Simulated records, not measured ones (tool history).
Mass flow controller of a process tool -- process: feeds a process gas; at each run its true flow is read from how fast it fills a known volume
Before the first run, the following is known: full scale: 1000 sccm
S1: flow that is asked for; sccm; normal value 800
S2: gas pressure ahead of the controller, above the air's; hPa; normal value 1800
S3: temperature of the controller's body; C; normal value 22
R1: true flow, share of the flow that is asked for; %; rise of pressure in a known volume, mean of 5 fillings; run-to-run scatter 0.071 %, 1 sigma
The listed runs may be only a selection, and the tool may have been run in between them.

| run | hour | S1 | S2 | S3 | R1 |
|---|---|---|---|---|---|
| 1 | 0 | 800 | 1800 | 22 | 100.25 |
| 2 | 180.7 | 800 | 1800 | 22 | 100.17 |
| 3 | 502.5 | 800 | 1800 | 22 | 100.22 |
| 4 | 835.5 | 800 | 1800 | 22 | 100.03 |
| 5 | 1175.7 | 800 | 1800 | 22 | 100.09 |
| 6 | 1482.3 | 800 | 1800 | 22 | 100.01 |
| 7 | 1807.2 | 800 | 1800 | 22 | 100.2 |
| 8 | 2018.5 | 800 | 1800 | 22 | 100.11 |
| 9 | 2398.6 | 800 | 1800 | 22 | 100.3 |
| 10 | 2622.8 | 800 | 1800 | 22 | 100.02 |
| 11 | 2909.7 | 800 | 1800 | 22 | 100.09 |
| 12 | 3241.4 | 800 | 1800 | 22 | 100.19 |
| 13 | 3508.1 | 800 | 1800 | 22 | 100.25 |
| 14 | 3883.1 | 105 | 1840 | 22 | 99.86 |
| 15 | 4267.2 | 105 | 1840 | 22 | 99.9 |
| 16 | 4525.7 | 873 | 2750 | 22 | 99.43 |
| 17 | 4843.9 | 873 | 2750 | 22 | 99.71 |
| 18 | 5133.6 | 150 | 2360 | 36 | 99.14 |
| 19 | 5505.2 | 580 | 2540 | 34 | 99.23 |
| 20 | 5795.8 | 580 | 2540 | 34 | 99.19 |
| 21 | 6194 | 243 | 1800 | 24 | 99.94 |
| 22 | 6388.2 | 712 | 1850 | 35 | 99.63 |
| 23 | 6772.3 | 712 | 1850 | 35 | 99.66 |
| 24 | 6968 | 712 | 1460 | 35 | 99.89 |
| 25 | 7269.4 | 712 | 1460 | 21 | 100.27 |

5 ways to go on from here, each from the tool as it stands after run 25. What would each give?
| A | 7572 | 336 | 1770 | 22 | ? |
| B | 7572 | 160 | 1800 | 33 | ? |
| C | 7572 | 189 | 1460 | 21 | ? |
| D | 7572 | 422 | 1460 | 34 | ? |
| E | 7572 | 604 | 2360 | 30 | ? |

| run | R1 |
|---|---|
| A | 99.96 |
| B | 99.54 |
| C | 100.2 |
| D | 99.74 |
| E | 99.57 |
Stripped of hidden state, with their random variation kept, the same runs would have yielded:
| run | R1 |
|---|---|
| A | 99.95 |
| B | 99.53 |
| C | 100.19 |
| D | 99.73 |
| E | 99.56 |

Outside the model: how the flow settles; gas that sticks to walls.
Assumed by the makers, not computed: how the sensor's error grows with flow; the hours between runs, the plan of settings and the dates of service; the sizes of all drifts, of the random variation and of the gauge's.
